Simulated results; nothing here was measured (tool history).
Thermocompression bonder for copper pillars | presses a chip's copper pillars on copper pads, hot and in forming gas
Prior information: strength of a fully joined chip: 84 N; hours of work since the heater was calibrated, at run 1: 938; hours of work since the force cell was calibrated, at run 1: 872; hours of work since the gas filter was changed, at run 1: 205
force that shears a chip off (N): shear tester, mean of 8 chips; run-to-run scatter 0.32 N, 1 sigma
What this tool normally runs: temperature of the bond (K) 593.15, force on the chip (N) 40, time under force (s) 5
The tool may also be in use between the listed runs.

run    hour  temperature of the bond (K)  force on the chip (N)  time under force (s)  hours of work since the heater was calibrated  hours of work since the force cell was calibrated  hours of work since the gas filter was changed  force that shears a chip off (N)
  1     0.0                       593.15                     40                     5                                            938                                                872                                             205                              30.2
  2    31.1                       593.15                     40                     5                                            962                                                896                                             229                              30.3
  3    68.9                       593.15                     40                     5                                            991                                                925                                             258                              30.4
       92.1  -- forming gas filter changed
  4   126.3                       593.15                     25                     5                                           1035                                                969                                              26                              21.6
  5   187.3                       593.15                     25                     5                                           1082                                               1016                                              73                              21.5
  6   217.1                       593.15                     40                     5                                           1105                                               1039                                              96                              31.0
  7   244.0                       593.15                     40                     5                                           1125                                               1059                                             117                              30.7
  8   271.1                       575.15                     40                     5                                           1146                                               1080                                             138                              25.1
  9   300.3                       575.15                     40                     5                                           1169                                               1103                                             160                              24.6
 10   334.1                       575.15                     40                     5                                           1195                                               1129                                             186                              25.4
 11   379.2                       575.15                     40                     5                                           1229                                               1163                                             221                              25.1
 12   437.1                       575.15                     40                     5                                           1274                                               1208                                             266                              25.0
      451.0  -- forming gas filter changed
 13   466.4                       593.15                     40                     8                                           1296                                               1230                                              12                              37.4
 14   520.0                       593.15                     40                     8                                           1337                                               1271                                              53                              37.5
 15   562.9                       616.15                     28                     5                                           1370                                               1304                                              86                              29.9
 16   609.2                       616.15                     28                     5                                           1406                                               1340                                             122                              29.5
 17   635.7                       616.15                     28                     5                                           1426                                               1360                                             142                              29.9
      641.4  -- heater calibrated with a thermocouple chip
 18   687.5                       616.15                     28                     5                                             35                                               1399                                             180                              29.5
 19   722.1                       580.15                     28                     4                                             62                                               1425                                             207                              18.1
 20   767.1                       580.15                     28                     4                                             97                                               1460                                             242                              17.8
 21   797.5                       606.15                     31                    12                                            120                                               1484                                             265                              39.7
      809.6  -- forming gas filter changed
      815.5  -- force cell calibrated
 22   851.4                       606.15                     31                    12                                            160                                                 28                                              31                              41.2
 23   907.5                       604.15                     56                    12                                            203                                                 71                                              74                              55.6
 24   951.8                       566.15                     59                     4                                            237                                                105                                             108                              28.0
 25  1005.7                       566.15                     59                     4                                            279                                                146                                             150                              27.1
 26  1035.0                       594.15                     28                    14                                            301                                                169                                             172                              35.7
 27  1077.1                       603.15                     26                    11                                            334                                                201                                             205                              33.4

Hidden state at the last listed run before each entry between runs and at the first one after, where it differs:
Between runs 3 and 4: forming gas filter changed (hour 92.1)
  oxide that the forming gas leaves, % of the face: 1.17 -> 0.57
  the result without the hidden state subtracted from the measured one, force that shears a chip off (N): -0.1 -> +0.0
Between runs 12 and 13: forming gas filter changed (hour 451.0)
  oxide that the forming gas leaves, % of the face: 1.12 -> 0.52
  the result without the hidden state subtracted from the measured one, force that shears a chip off (N): -0.1 -> +0.1
Between runs 17 and 18: heater calibrated with a thermocouple chip (hour 641.4)
  true temperature of the bond over the reading, C: 0.7 -> -0.1; oxide that the forming gas leaves, % of the face: 0.83 -> 0.92
  the result without the hidden state subtracted from the measured one, force that shears a chip off (N): +0.0 -> -0.2
Between runs 21 and 22: forming gas filter changed (hour 809.6); force cell calibrated (hour 815.5)
  force that reaches the chip, % of what is set: 99.5 -> 100; oxide that the forming gas leaves, % of the face: 1.1 -> 0.57
  the result without the hidden state subtracted from the measured one, force that shears a chip off (N): -0.4 -> -0.1

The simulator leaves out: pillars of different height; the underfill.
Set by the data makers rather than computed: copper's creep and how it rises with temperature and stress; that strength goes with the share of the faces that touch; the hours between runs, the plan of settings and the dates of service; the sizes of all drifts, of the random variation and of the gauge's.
